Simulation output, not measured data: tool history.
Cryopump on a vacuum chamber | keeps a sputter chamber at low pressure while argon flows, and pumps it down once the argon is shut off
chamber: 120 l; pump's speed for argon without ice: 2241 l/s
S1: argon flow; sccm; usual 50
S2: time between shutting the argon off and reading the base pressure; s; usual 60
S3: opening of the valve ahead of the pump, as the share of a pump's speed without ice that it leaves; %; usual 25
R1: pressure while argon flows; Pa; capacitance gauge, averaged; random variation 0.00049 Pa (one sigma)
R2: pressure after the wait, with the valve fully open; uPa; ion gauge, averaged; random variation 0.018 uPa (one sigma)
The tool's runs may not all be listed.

Run 1, hour 0: usual settings. Result: R1 0.1535 Pa, R2 0.59 uPa.
Run 2, hour 19.1: usual settings. Result: R1 0.153 Pa, R2 0.6 uPa.
Run 3, hour 35.7: usual settings but S1 67 sccm. Result: R1 0.2055 Pa, R2 0.63 uPa.
Run 4, hour 50.3: usual settings but S1 67 sccm. Result: R1 0.2053 Pa, R2 0.63 uPa.
Run 5, hour 62.9: usual settings but S1 67 sccm. Result: R1 0.2055 Pa, R2 0.57 uPa.
Run 6, hour 83.7: usual settings but S1 67 sccm. Result: R1 0.2058 Pa, R2 0.63 uPa.
Run 7, hour 106.9: usual settings but S1 67 sccm, S3 18 %. Result: R1 0.2851 Pa, R2 0.6 uPa.
Run 8, hour 123.6: usual settings but S1 67 sccm, S3 18 %. Result: R1 0.2844 Pa, R2 0.64 uPa.
Run 9, hour 145: usual settings but S1 42 sccm. Result: R1 0.1289 Pa, R2 0.62 uPa.
Run 10, hour 162.9: usual settings but S1 42 sccm. Result: R1 0.1289 Pa, R2 0.6 uPa.
Run 11, hour 182.1: usual settings. Result: R1 0.1541 Pa, R2 0.66 uPa.
Run 12, hour 200.5: usual settings. Result: R1 0.1539 Pa, R2 0.64 uPa.
Run 13, hour 212.8: usual settings but S1 24 sccm. Result: R1 0.0741 Pa, R2 0.64 uPa.
Run 14, hour 223.5: usual settings but S2 207 s. Result: R1 0.1543 Pa, R2 0.38 uPa.
Run 15, hour 235.7: usual settings but S2 207 s. Result: R1 0.1543 Pa, R2 0.37 uPa.
Run 16, hour 245.9: usual settings but S1 26 sccm, S3 19 %. Result: R1 0.1049 Pa, R2 0.66 uPa.
Run 17, hour 263.3: usual settings but S1 62 sccm, S2 172 s, S3 35 %. Result: R1 0.138 Pa, R2 0.39 uPa.
Run 18, hour 273.5: usual settings but S1 82 sccm, S2 226 s, S3 35 %. Result: R1 0.1821 Pa, R2 0.41 uPa.
Run 19, hour 291.5: usual settings but S1 82 sccm, S2 226 s, S3 35 %. Result: R1 0.1822 Pa, R2 0.39 uPa.
Run 20, hour 306.3: usual settings but S1 59 sccm, S2 129 s, S3 40 %. Result: R1 0.1162 Pa, R2 0.47 uPa.
Run 21, hour 327.5: usual settings but S1 25 sccm, S2 70 s, S3 19 %. Result: R1 0.1 Pa, R2 0.59 uPa.
Run 22, hour 340.7: usual settings but S1 25 sccm, S2 157 s, S3 19 %. Result: R1 0.1007 Pa, R2 0.42 uPa.
Run 23, hour 355.7: usual settings but S1 55 sccm, S2 157 s, S3 35 %. Result: R1 0.122 Pa, R2 0.42 uPa.
Run 24, hour 378.3: usual settings but S2 83 s. Result: R1 0.1535 Pa, R2 0.53 uPa.
Run 25, hour 388.1: usual settings but S2 83 s. Result: R1 0.1551 Pa, R2 0.55 uPa.
Run 26, hour 408.1: usual settings but S1 33 sccm, S2 105 s, S3 22 %. Result: R1 0.1151 Pa, R2 0.53 uPa.
Run 27, hour 429.1: usual settings but S1 69 sccm, S2 105 s, S3 35 %. Result: R1 0.1536 Pa, R2 0.52 uPa.

Some steps in R1 between neighbouring runs. How much of each would the tool show without its hidden state too (settings, what came in, random variation), and how much is left for the hidden state, with any gauge scatter that isn't in both results?
The hidden state here: pump's speed, % of a pump's without ice; cold plate's temperature, K; leak into the chamber, uPa l/s; drift of the gauge itself on working_pa, %; drift of the gauge itself on base_upa, %.
Run 8 -> 9: S1 67 -> 42, S3 18 -> 25. R1 -0.1555 Pa: hidden state -0.0014, all else -0.1541.
Run 13 -> 14: S1 24 -> 50, S2 60 -> 207. R1 +0.0802 Pa: hidden state +0.0018, all else +0.0784.
Run 16 -> 17: S1 26 -> 62, S2 60 -> 172, S3 19 -> 35. R1 +0.0331 Pa: hidden state +0.0025, all else +0.0306.
Run 26 -> 27: S1 33 -> 69, S3 22 -> 35. R1 +0.0385 Pa: hidden state +0.0027, all else +0.0358.
